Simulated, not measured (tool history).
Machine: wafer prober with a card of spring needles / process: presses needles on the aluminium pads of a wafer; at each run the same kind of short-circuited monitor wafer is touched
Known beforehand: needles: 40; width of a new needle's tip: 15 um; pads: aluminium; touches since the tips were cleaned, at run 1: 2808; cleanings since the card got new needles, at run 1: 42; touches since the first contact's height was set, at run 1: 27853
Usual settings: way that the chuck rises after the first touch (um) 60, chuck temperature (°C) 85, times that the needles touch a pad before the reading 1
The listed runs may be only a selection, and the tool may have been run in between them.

run	hour	way that the chuck rises after the first touch (um)	chuck temperature (°C)	times that the needles touch a pad before the reading	touches since the tips were cleaned	cleanings since the card got new needles	touches since the first contact's height was set	resistance of one needle with its contact and lead (mohm)	way that a needle slides on the pad (um)
1	0	60	85	1	2808	42	27853	316	10.84
# hour 18.7: tips cleaned on abrasive film
2	26.1	60	85	2	1460	43	32986	285	10.83
# hour 52.8: tips cleaned on abrasive film
3	58.2	60	85	3	1057	44	39287	275	10.79
# hour 85.1: tips cleaned on abrasive film
4	85.5	60	85	1	76	45	44659	266	10.79
# hour 118.5: tips cleaned on abrasive film
5	118.5	60	85	1	0	46	51146	260	10.74
6	137.6	60	85	1	3777	46	54923	329	10.76
# hour 152.8: tips cleaned on abrasive film
7	171.1	60	85	2	3619	47	61515	303	10.73
# hour 184.9: tips cleaned on abrasive film
8	191.7	60	85	2	1339	48	65558	284	10.7
9	209.9	60	85	1	4920	48	69139	341	10.72
# hour 218.5: tips cleaned on abrasive film
10	232.2	60	85	1	2699	49	73528	326	10.7
# hour 253.6: tips cleaned on abrasive film
11	274.1	60	85	1	4047	50	81766	335	10.72
# hour 286.4: tips cleaned on abrasive film
12	304.5	60	85	1	3586	51	87758	329	10.71
# hour 318.7: tips cleaned on abrasive film
13	323.5	44	85	1	941	52	91478	323	7.74
# hour 327.5: height of the first contact set anew
# hour 352.9: tips cleaned on abrasive film
14	353.4	60	85	1	96	53	5089	271	10.59
15	370.3	60	51	1	3415	53	8408	328	10.57
# hour 385.8: tips cleaned on abrasive film
16	407.1	41	51	1	4210	54	15663	436	7.11
# hour 418.6: tips cleaned on abrasive film
17	446.3	41	51	1	5457	55	23368	440	7.09
# hour 451.3: tips cleaned on abrasive film
18	478.4	49	93	1	5353	56	29683	381	8.51
# hour 485.7: tips cleaned on abrasive film
19	502.4	60	29	2	3281	57	34392	293	10.49
# hour 519.3: tips cleaned on abrasive film
20	523.5	43	76	2	843	58	38551	304	7.42
21	544	72	76	2	4887	58	42595	285	12.65
# hour 551.8: tips cleaned on abrasive film
# hour 557.5: height of the first contact set anew, once more
22	583.5	48	49	2	6205	59	5132	331	8.67
# hour 585.9: tips cleaned on abrasive film
23	607.5	48	49	2	4250	60	9833	324	8.68
# hour 619.8: tips cleaned on abrasive film
24	626.4	60	85	1	1303	61	13557	311	10.83
# hour 652.5: tips cleaned on abrasive film
25	652.6	51	67	1	14	62	18700	262	9.24
# hour 686.2: tips cleaned on abrasive film
26	686.2	52	26	2	0	63	25317	254	9.35
27	706.5	52	26	2	4001	63	29318	313	9.39
# hour 719.8: tips cleaned on abrasive film
28	735.9	52	26	2	3172	64	35095	306	9.3
# hour 752.7: tips cleaned on abrasive film
29	756.2	52	26	2	692	65	39080	267	9.35
30	777.7	57	29	1	4943	65	43331	344	10.27
# hour 786.5: tips cleaned on abrasive film
31	808.5	59	85	1	4331	66	49376	340	10.57
# hour 818.5: tips cleaned on abrasive film
32	843.2	59	105	2	4877	67	56213	317	10.6

Hidden condition of the tool, last listed run before each entry between runs versus first listed run after:
Between runs 1 and 2: tips cleaned on abrasive film (hour 18.7)
  debris on the tips, nm: 56.6 -> 42; way that the needles fall short of the set height, um: 0.32 -> 0.4; tips' diameter, um: 16.28 -> 16.31
  measured less the result without the state, resistance of one needle with its contact and lead (mohm): +59 -> +27; way that a needle slides on the pad (um): -0.06 -> -0.07
Between runs 2 and 3: tips cleaned on abrasive film (hour 52.8)
  debris on the tips, nm: 42 -> 39.7; way that the needles fall short of the set height, um: 0.4 -> 0.49; tips' diameter, um: 16.31 -> 16.34
  measured less the result without the state, resistance of one needle with its contact and lead (mohm): +27 -> +16; way that a needle slides on the pad (um): -0.07 -> -0.09
Between runs 3 and 4: tips cleaned on abrasive film (hour 85.1)
  debris on the tips, nm: 39.7 -> 10.2; way that the needles fall short of the set height, um: 0.49 -> 0.58; tips' diameter, um: 16.34 -> 16.37
  measured less the result without the state, resistance of one needle with its contact and lead (mohm): +16 -> +11; way that a needle slides on the pad (um): -0.09 -> -0.1
Between runs 4 and 5: tips cleaned on abrasive film (hour 118.5)
  debris on the tips, nm: 10.2 -> 5.1; way that the needles fall short of the set height, um: 0.58 -> 0.67; tips' diameter, um: 16.37 -> 16.41
  measured less the result without the state, resistance of one needle with its contact and lead (mohm): +11 -> +6; way that a needle slides on the pad (um): -0.1 -> -0.12
Between runs 6 and 7: tips cleaned on abrasive film (hour 152.8)
  debris on the tips, nm: 70.7 -> 67.7; way that the needles fall short of the set height, um: 0.67 -> 0.78; tips' diameter, um: 16.41 -> 16.44
  measured less the result without the state, resistance of one needle with its contact and lead (mohm): +74 -> +44; way that a needle slides on the pad (um): -0.12 -> -0.14
Between runs 7 and 8: tips cleaned on abrasive film (hour 184.9)
  debris on the tips, nm: 67.7 -> 42.3; way that the needles fall short of the set height, um: 0.78 -> 0.85; tips' diameter, um: 16.44 -> 16.47
  measured less the result without the state, resistance of one needle with its contact and lead (mohm): +44 -> +28; way that a needle slides on the pad (um): -0.14 -> -0.15
Between runs 9 and 10: tips cleaned on abrasive film (hour 218.5)
  debris on the tips, nm: 74.6 -> 59.2; way that the needles fall short of the set height, um: 0.85 -> 0.96; tips' diameter, um: 16.47 -> 16.51
  measured less the result without the state, resistance of one needle with its contact and lead (mohm): +81 -> +65; way that a needle slides on the pad (um): -0.15 -> -0.18
Between runs 10 and 11: tips cleaned on abrasive film (hour 253.6)
  debris on the tips, nm: 59.2 -> 70.7; way that the needles fall short of the set height, um: 0.96 -> 1.03; tips' diameter, um: 16.51 -> 16.53
  measured less the result without the state, resistance of one needle with its contact and lead (mohm): +65 -> +78; way that a needle slides on the pad (um): -0.18 -> -0.19
Between runs 11 and 12: tips cleaned on abrasive film (hour 286.4)
  debris on the tips, nm: 70.7 -> 68.3; way that the needles fall short of the set height, um: 1.03 -> 1.13; tips' diameter, um: 16.53 -> 16.57
  measured less the result without the state, resistance of one needle with its contact and lead (mohm): +78 -> +74; way that a needle slides on the pad (um): -0.19 -> -0.2
Between runs 12 and 13: tips cleaned on abrasive film (hour 318.7)
  debris on the tips, nm: 68.3 -> 32.1; way that the needles fall short of the set height, um: 1.13 -> 1.22; tips' diameter, um: 16.57 -> 16.6
  measured less the result without the state, resistance of one needle with its contact and lead (mohm): +74 -> +63; way that a needle slides on the pad (um): -0.2 -> -0.22
Between runs 13 and 14: height of the first contact set anew (hour 327.5); tips cleaned on abrasive film (hour 352.9)
  debris on the tips, nm: 32.1 -> 10.7; way that the needles fall short of the set height, um: 1.22 -> 1.69; tips' diameter, um: 16.6 -> 16.63
  measured less the result without the state, resistance of one needle with its contact and lead (mohm): +63 -> +13; way that a needle slides on the pad (um): -0.22 -> -0.31
Between runs 15 and 16: tips cleaned on abrasive film (hour 385.8)
  debris on the tips, nm: 68.5 -> 72.4; way that the needles fall short of the set height, um: 1.69 -> 1.77; tips' diameter, um: 16.63 -> 16.65
  measured less the result without the state, resistance of one needle with its contact and lead (mohm): +81 -> +179; way that a needle slides on the pad (um): -0.31 -> -0.32
Between runs 16 and 17: tips cleaned on abrasive film (hour 418.6)
  debris on the tips, nm: 72.4 -> 77.5; way that the needles fall short of the set height, um: 1.77 -> 1.86; tips' diameter, um: 16.65 -> 16.69
  measured less the result without the state, resistance of one needle with its contact and lead (mohm): +179 -> +189; way that a needle slides on the pad (um): -0.32 -> -0.34
Between runs 17 and 18: tips cleaned on abrasive film (hour 451.3)
  debris on the tips, nm: 77.5 -> 75.3; way that the needles fall short of the set height, um: 1.86 -> 1.97; tips' diameter, um: 16.69 -> 16.73
  measured less the result without the state, resistance of one needle with its contact and lead (mohm): +189 -> +122; way that a needle slides on the pad (um): -0.34 -> -0.35
Between runs 18 and 19: tips cleaned on abrasive film (hour 485.7)
  debris on the tips, nm: 75.3 -> 65.4; way that the needles fall short of the set height, um: 1.97 -> 2.05; tips' diameter, um: 16.73 -> 16.75
  measured less the result without the state, resistance of one needle with its contact and lead (mohm): +122 -> +50; way that a needle slides on the pad (um): -0.35 -> -0.38
Between runs 19 and 20: tips cleaned on abrasive film (hour 519.3)
  debris on the tips, nm: 65.4 -> 33; way that the needles fall short of the set height, um: 2.05 -> 2.14; tips' diameter, um: 16.75 -> 16.79
  measured less the result without the state, resistance of one needle with its contact and lead (mohm): +50 -> +46; way that a needle slides on the pad (um): -0.38 -> -0.39
Between runs 21 and 22: tips cleaned on abrasive film (hour 551.8); height of the first contact set anew, once more (hour 557.5)
  debris on the tips, nm: 74.6 -> 78; way that the needles fall short of the set height, um: 2.14 -> 0; tips' diameter, um: 16.79 -> 16.82
  measured less the result without the state, resistance of one needle with its contact and lead (mohm): +37 -> +81; way that a needle slides on the pad (um): -0.39 -> +0
Between runs 22 and 23: tips cleaned on abrasive film (hour 585.9)
  debris on the tips, nm: 78 -> 71.7; way that the needles fall short of the set height, um: 0 -> 0.08; tips' diameter, um: 16.82 -> 16.85
  measured less the result without the state, resistance of one needle with its contact and lead (mohm): +81 -> +74; way that a needle slides on the pad (um): +0 -> -0.01
Between runs 23 and 24: tips cleaned on abrasive film (hour 619.8)
  debris on the tips, nm: 71.7 -> 45.6; way that the needles fall short of the set height, um: 0.08 -> 0.17; tips' diameter, um: 16.85 -> 16.88
  measured less the result without the state, resistance of one needle with its contact and lead (mohm): +74 -> +51; way that a needle slides on the pad (um): -0.01 -> -0.03
Between runs 24 and 25: tips cleaned on abrasive film (hour 652.5)
  debris on the tips, nm: 45.6 -> 4.2; way that the needles fall short of the set height, um: 0.17 -> 0.25; tips' diameter, um: 16.88 -> 16.91
  measured less the result without the state, resistance of one needle with its contact and lead (mohm): +51 -> +8; way that a needle slides on the pad (um): -0.03 -> -0.05
Between runs 25 and 26: tips cleaned on abrasive film (hour 686.2)
  debris on the tips, nm: 4.2 -> 7.5; way that the needles fall short of the set height, um: 0.25 -> 0.33; tips' diameter, um: 16.91 -> 16.93
  measured less the result without the state, resistance of one needle with its contact and lead (mohm): +8 -> +8; way that a needle slides on the pad (um): -0.05 -> -0.06
Between runs 27 and 28: tips cleaned on abrasive film (hour 719.8)
  debris on the tips, nm: 71.2 -> 65; way that the needles fall short of the set height, um: 0.33 -> 0.43; tips' diameter, um: 16.93 -> 16.97
  measured less the result without the state, resistance of one needle with its contact and lead (mohm): +67 -> +62; way that a needle slides on the pad (um): -0.06 -> -0.08
Between runs 28 and 29: tips cleaned on abrasive film (hour 752.7)
  debris on the tips, nm: 65 -> 28.3; way that the needles fall short of the set height, um: 0.43 -> 0.53; tips' diameter, um: 16.97 -> 17
  measured less the result without the state, resistance of one needle with its contact and lead (mohm): +62 -> +28; way that a needle slides on the pad (um): -0.08 -> -0.1
Between runs 30 and 31: tips cleaned on abrasive film (hour 786.5)
  debris on the tips, nm: 74.4 -> 71.7; way that the needles fall short of the set height, um: 0.53 -> 0.61; tips' diameter, um: 17 -> 17.03
  measured less the result without the state, resistance of one needle with its contact and lead (mohm): +100 -> +83; way that a needle slides on the pad (um): -0.1 -> -0.11
Between runs 31 and 32: tips cleaned on abrasive film (hour 818.5)
  debris on the tips, nm: 71.7 -> 74.6; way that the needles fall short of the set height, um: 0.61 -> 0.68; tips' diameter, um: 17.03 -> 17.06
  measured less the result without the state, resistance of one needle with its contact and lead (mohm): +83 -> +52; way that a needle slides on the pad (um): -0.11 -> -0.12
